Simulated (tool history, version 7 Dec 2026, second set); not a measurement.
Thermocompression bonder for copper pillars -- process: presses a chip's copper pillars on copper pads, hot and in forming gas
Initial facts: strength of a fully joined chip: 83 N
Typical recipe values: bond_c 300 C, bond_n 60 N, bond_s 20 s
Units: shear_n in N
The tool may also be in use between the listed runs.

run,hour,bond_c,bond_n,bond_s,shear_n
1,0,300,60,20,60
2,22.8,300,60,23,61.3
3,40.9,300,60,20,59.7
4,63.9,300,60,20,59.4
5,78,300,60,20,58.9
6,89.5,300,60,46,70.4
7,113.4,300,60,20,58.7
8,132.9,300,60,20,60.4
9,155.5,300,60,20,58.6
10,182.9,300,60,20,58.9
# hour 193.1: forming gas filter changed
11,206.1,300,60,20,61
12,226.2,300,60,20,60.8
13,243.6,300,60,20,60.6
14,255,300,60,20,61.1
15,274.2,300,60,20,60.7
16,289.9,300,60,32,66.9
17,309.5,323,72,10,63.4
18,325.1,279,60,54,64.7
19,337.6,304,60,20,61.7
20,362.4,304,60,25,63.9
21,378.9,304,60,25,64.5
22,401.5,304,63,25,65.9

Run 23, settings as shown, results not yet in. Your forecast:
23,428.9,304,63,25,?

{"run 23": {"shear_n": 65.1}}
Were there no unlogged condition in the tool, this run, its random variation unchanged, would have produced shear_n 66.3 N.
